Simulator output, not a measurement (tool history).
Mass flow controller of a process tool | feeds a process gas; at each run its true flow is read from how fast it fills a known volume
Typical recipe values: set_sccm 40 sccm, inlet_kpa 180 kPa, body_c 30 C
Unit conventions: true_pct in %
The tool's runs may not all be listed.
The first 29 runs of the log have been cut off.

| run | hour | set_sccm | inlet_kpa | body_c | hours of work since the controller was set to zero | hours of work since the controller was changed | true_pct |
|---|---|---|---|---|---|---|---|
| 30 | 9980.3 | 86 | 159 | 33 | 3815 | 12079 | 98.93 |
| 31 | 10285.4 | 93 | 179 | 33 | 4028 | 12292 | 99.02 |
| 32 | 10615.6 | 96 | 179 | 34 | 4259 | 12523 | 99.17 |
| 33 | 10977.7 | 96 | 179 | 34 | 4512 | 12776 | 99.14 |
| 34 | 11175.5 | 52 | 273 | 30 | 4650 | 12914 | 98.48 |
| 35 | 11511.2 | 52 | 273 | 30 | 4885 | 13149 | 98.40 |
| 36 | 11943.6 | 40 | 180 | 27 | 5187 | 13451 | 98.24 |
| 37 | 12322.0 | 40 | 181 | 37 | 5452 | 13716 | 97.30 |
| 38 | 12548.5 | 40 | 156 | 37 | 5610 | 13874 | 97.29 |
| 39 | 12767.1 | 40 | 236 | 23 | 5763 | 14027 | 98.81 |
| 40 | 13200.8 | 14 | 208 | 23 | 6066 | 14330 | 97.92 |
| 41 | 13483.7 | 40 | 182 | 22 | 6264 | 14528 | 98.72 |
| 42 | 13797.9 | 40 | 182 | 22 | 6484 | 14747 | 98.92 |
| 43 | 14227.4 | 66 | 198 | 30 | 6784 | 15048 | 99.05 |

Branching from run 43: 3 alternative next runs. What would each branch give?
|  | 14269.5 | controller exchanged for a calibrated one |
| A | 14557.5 | 66 | 142 | 30 | 201 | 201 | ? |
|  | 14269.5 | controller exchanged for a calibrated one |
| B | 14557.5 | 52 | 180 | 20 | 201 | 201 | ? |
|  | 14269.5 | controller exchanged for a calibrated one |
| C | 14557.5 | 38 | 263 | 26 | 201 | 201 | ? |

| run | true_pct |
|---|---|
| A | 99.13 |
| B | 99.62 |
| C | 98.74 |
Take away the tool's hidden state, keep each run's random variation, and the runs would have read:
| run | true_pct |
|---|---|
| A | 98.35 |
| B | 98.83 |
| C | 97.96 |

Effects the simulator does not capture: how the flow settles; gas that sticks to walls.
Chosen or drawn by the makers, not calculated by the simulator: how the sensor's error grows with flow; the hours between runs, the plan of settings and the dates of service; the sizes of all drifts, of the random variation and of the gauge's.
